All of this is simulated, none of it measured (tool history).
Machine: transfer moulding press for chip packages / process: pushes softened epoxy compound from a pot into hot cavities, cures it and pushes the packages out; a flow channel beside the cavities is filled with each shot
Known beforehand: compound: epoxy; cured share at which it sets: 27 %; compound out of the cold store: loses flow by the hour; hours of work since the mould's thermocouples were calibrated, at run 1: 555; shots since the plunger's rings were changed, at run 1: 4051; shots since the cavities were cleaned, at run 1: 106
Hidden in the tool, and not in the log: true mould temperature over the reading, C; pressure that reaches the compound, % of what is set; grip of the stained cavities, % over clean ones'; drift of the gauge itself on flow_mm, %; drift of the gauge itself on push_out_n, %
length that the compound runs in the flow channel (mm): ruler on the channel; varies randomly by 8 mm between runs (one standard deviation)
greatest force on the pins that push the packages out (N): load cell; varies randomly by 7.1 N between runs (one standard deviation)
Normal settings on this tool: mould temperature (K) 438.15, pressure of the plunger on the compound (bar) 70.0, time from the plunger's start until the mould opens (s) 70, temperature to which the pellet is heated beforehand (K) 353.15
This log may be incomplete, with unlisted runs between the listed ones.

run   hour  mould temperature (K)  pressure of the plunger on the compound (bar)  time from the plunger's start until the mould opens (s)  temperature to which the pellet is heated beforehand (K)  hours of work since the mould's thermocouples were calibrated  shots since the plunger's rings were changed  shots since the cavities were cleaned  incoming compound's hours out of the cold store  length that the compound runs in the flow channel (mm)  greatest force on the pins that push the packages out (N)
  1    0.0                 438.15                                           70.0                                                       70                                                    353.15                                                            555                                          4051                                    106                                             20.5                                                     883                                                        321
  2   28.1                 438.15                                           70.0                                                       70                                                    353.15                                                            575                                          4545                                    600                                             38.7                                                     779                                                        428
      44.1  -- cavities cleaned with cleaning compound and waxed
      59.4  -- plunger's sealing rings changed
  3   60.5                 438.15                                           70.0                                                       70                                                    353.15                                                            595                                            19                                    244                                             14.9                                                     965                                                        386
  4   93.8                 438.15                                           53.4                                                       70                                                    353.15                                                            619                                           605                                    830                                             14.3                                                     854                                                        493
      97.3  -- cavities cleaned with cleaning compound and waxed
     128.0  -- mould's thermocouples calibrated
  5  129.6                 438.15                                           53.4                                                       70                                                    353.15                                                              1                                          1174                                    533                                             34.3                                                     736                                                        405
     149.1  -- cavities cleaned with cleaning compound and waxed
  6  157.0                 431.15                                           52.2                                                       70                                                    354.15                                                             19                                          1630                                    138                                             19.6                                                     819                                                        488
     198.0  -- cavities cleaned with cleaning compound and waxed
  7  198.0                 431.15                                           52.2                                                       70                                                    354.15                                                             47                                          2325                                      0                                             21.1                                                     799                                                        439
  8  225.7                 431.15                                           72.8                                                      109                                                    353.15                                                             67                                          2813                                    488                                             33.9                                                     845                                                        339
     249.8  -- cavities cleaned with cleaning compound and waxed
  9  258.4                 438.15                                           66.2                                                       70                                                    353.15                                                             89                                          3362                                    151                                             28.4                                                     807                                                        335
 10  278.2                 438.15                                           69.1                                                       70                                                    362.15                                                            103                                          3712                                    501                                             10.4                                                     919                                                        423

Alternative continuations, all from the tool just after run 10; predict every row:
     300.9  -- cavities cleaned with cleaning compound and waxed
  A  307.8                 438.15                                           70.0                                                       70                                                    355.15                                                            123                                          4206                                    122                                             39.7                                                       ?                                                          ?
     300.9  -- cavities cleaned with cleaning compound and waxed
  B  307.8                 438.15                                           74.6                                                       84                                                    358.15                                                            123                                          4206                                    122                                             22.9                                                       ?                                                          ?
     300.9  -- cavities cleaned with cleaning compound and waxed
  C  307.8                 438.15                                           80.9                                                       67                                                    351.15                                                            123                                          4206                                    122                                             20.6                                                       ?                                                          ?

run  length that the compound runs in the flow channel (mm)  greatest force on the pins that push the packages out (N)
  A                                                     765                                                        308
  B                                                     886                                                        279
  C                                                     932                                                        352
Take away the tool's hidden state, keep each run's random variation, and the runs would have read:
run  length that the compound runs in the flow channel (mm)  greatest force on the pins that push the packages out (N)
  A                                                     828                                                        274
  B                                                     960                                                        248
  C                                                    1010                                                        314

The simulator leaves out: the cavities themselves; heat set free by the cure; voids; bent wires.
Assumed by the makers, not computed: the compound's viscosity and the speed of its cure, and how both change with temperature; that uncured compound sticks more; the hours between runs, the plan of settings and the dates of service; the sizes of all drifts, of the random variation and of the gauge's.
